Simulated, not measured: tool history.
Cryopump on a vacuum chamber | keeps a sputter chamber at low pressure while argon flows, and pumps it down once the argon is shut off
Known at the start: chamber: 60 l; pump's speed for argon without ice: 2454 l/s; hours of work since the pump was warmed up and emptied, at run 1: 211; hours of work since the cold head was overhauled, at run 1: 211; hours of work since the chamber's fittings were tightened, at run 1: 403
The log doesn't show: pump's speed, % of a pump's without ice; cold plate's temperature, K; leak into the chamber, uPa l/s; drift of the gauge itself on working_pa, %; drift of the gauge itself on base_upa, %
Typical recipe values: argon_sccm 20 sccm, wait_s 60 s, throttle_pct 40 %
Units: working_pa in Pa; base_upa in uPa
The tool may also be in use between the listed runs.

run	day	argon_sccm	wait_s	throttle_pct	hours of work since the pump was warmed up and emptied	hours of work since the cold head was overhauled	hours of work since the chamber's fittings were tightened	working_pa	base_upa
1	0	20	60	40	211	211	403	0.0352	0.85
2	0.725	20	60	40	220	220	411	0.0356	0.84
3	1.746	20	60	40	233	233	424	0.0356	0.87
4	2.358	20	60	40	240	240	432	0.0357	0.89
5	2.858	20	60	40	246	246	438	0.0348	0.89
6	3.396	8	60	40	253	253	444	0.0138	0.86
7	3.967	8	60	40	260	260	451	0.0141	0.88
8	5.021	20	60	35	273	273	464	0.0403	0.91
9	5.858	20	60	35	283	283	475	0.0406	0.95
10	6.321	20	60	35	289	289	480	0.0405	0.94
11	6.983	20	60	35	297	297	488	0.0403	0.96
12	7.617	20	60	40	305	305	496	0.0359	0.98
13	8.308	20	60	40	313	313	505	0.0355	0.99
14	9.229	20	60	40	325	325	516	0.0355	0.99
15	9.671	20	60	40	330	330	521	0.0357	0.97
16	10.342	20	60	40	338	338	530	0.0354	0.96
17	10.912	20	60	40	345	345	537	0.0359	0.98
18	11.367	10	46	40	351	351	542	0.0176	1.09
19	11.904	27	83	18	358	358	549	0.1048	0.91
20	12.767	27	83	18	368	368	560	0.1054	0.91
21	13.367	27	83	18	376	376	567	0.1049	0.91
22	14.238	27	83	18	386	386	578	0.1055	0.9
23	14.767	27	83	18	393	393	584	0.1053	0.93
24	15.479	11	60	46	402	402	593	0.0172	1.08
25	16.038	11	60	46	408	408	600	0.0171	1.07
26	17.083	26	89	43	421	421	613	0.0439	1
27	17.979	26	89	36	432	432	624	0.0521	0.97
28	18.617	26	89	36	440	440	631	0.0518	0.98
29	19.475	20	60	42	451	451	642	0.0347	1.2
30	19.925	10	135	28	456	456	648	0.0255	0.95
31	20.525	12	193	20	464	464	655	0.0424	0.87
32	21.488	12	25	52	475	475	667	0.0166	1.68
33	22.029	12	25	52	482	482	673	0.0175	1.68
34	23.071	12	108	42	495	495	686	0.0217	1.03

Predict each of these 3 candidate next runs independently; none follows another, all start after run 34:
A	23.554	40	60	40	501	501	692	?	?
B	23.554	12	75	42	501	501	692	?	?
C	23.554	12	108	16	501	501	692	?	?

run	working_pa	base_upa
A	0.0724	1.18
B	0.0203	1.2
C	0.0521	1.04
Without the tool's unlogged condition, the same runs would have read:
run	working_pa	base_upa
A	0.0686	0.48
B	0.0192	0.48
C	0.0509	0.32
